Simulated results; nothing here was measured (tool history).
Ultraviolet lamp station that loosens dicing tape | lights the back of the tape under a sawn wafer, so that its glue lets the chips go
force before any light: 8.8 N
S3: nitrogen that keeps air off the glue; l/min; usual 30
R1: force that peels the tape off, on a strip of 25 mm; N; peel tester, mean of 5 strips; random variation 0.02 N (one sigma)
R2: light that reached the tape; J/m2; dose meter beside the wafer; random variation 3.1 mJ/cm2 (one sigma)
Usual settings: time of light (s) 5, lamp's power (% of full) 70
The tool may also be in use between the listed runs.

Run 1, day 0: usual settings. Result: R1 0.996 N, R2 4740 J/m2.
Run 2, day 1.675: usual settings. Result: R1 0.986 N, R2 4740 J/m2.
Run 3, day 2.792: usual settings. Result: R1 0.971 N, R2 4720 J/m2.
Run 4, day 3.962: usual settings. Result: R1 0.981 N, R2 4720 J/m2.
Run 5, day 4.658: usual settings. Result: R1 0.98 N, R2 4730 J/m2.
Run 6, day 5.879: usual settings. Result: R1 0.943 N, R2 4760 J/m2.
Run 7, day 6.858: usual settings. Result: R1 0.998 N, R2 4740 J/m2.
Run 8, day 7.696: usual settings. Result: R1 0.995 N, R2 4770 J/m2.
Run 9, day 8.967: usual settings. Result: R1 0.973 N, R2 4670 J/m2.
Run 10, day 9.825: usual settings but time of light (s) 4, lamp's power (% of full) 91. Result: R1 0.91 N, R2 4960 J/m2.
Run 11, day 10.871: usual settings but time of light (s) 3, lamp's power (% of full) 91, S3 13 l/min. Result: R1 2.44 N, R2 3690 J/m2.
At day 11.642: lamp changed.
Run 12, day 11.883: usual settings but time of light (s) 6, lamp's power (% of full) 73. Result: R1 0.609 N, R2 5870 J/m2.
At day 12.904: window cleaned of glue's vapour.
Run 13, day 13.333: usual settings but lamp's power (% of full) 97, S3 16 l/min. Result: R1 0.81 N, R2 6610 J/m2.
Run 14, day 14.475: usual settings but lamp's power (% of full) 97, S3 16 l/min. Result: R1 0.794 N, R2 6600 J/m2.
Run 15, day 15.275: usual settings but time of light (s) 4, S3 29 l/min. Result: R1 1.502 N, R2 3780 J/m2.
Run 16, day 16.254: usual settings but time of light (s) 4, S3 29 l/min. Result: R1 1.477 N, R2 3790 J/m2.
Run 17, day 17.517: usual settings but time of light (s) 4, S3 29 l/min. Result: R1 1.531 N, R2 3810 J/m2.

4 ways to go on from here, each from the tool as it stands after run 17. What would each give?
Run A, day 19.092: usual settings but time of light (s) 4, S3 29 l/min. Result: R1 ?, R2 ?.
Run B, day 19.092: usual settings but time of light (s) 9, S3 29 l/min. Result: R1 ?, R2 ?.
Run C, day 19.092: usual settings but lamp's power (% of full) 81, S3 21 l/min. Result: R1 ?, R2 ?.
Run D, day 19.092: usual settings but time of light (s) 4, lamp's power (% of full) 67, S3 16 l/min. Result: R1 ?, R2 ?.

run     R1    R2
  A  1.536  3810
  B  0.265  8580
  C  0.965  5520
  D  2.328  3590
Without the tool's hidden state the same runs would have given:
run     R1    R2
  A  1.534  3810
  B  0.264  8590
  C  0.963  5520
  D  2.326  3600
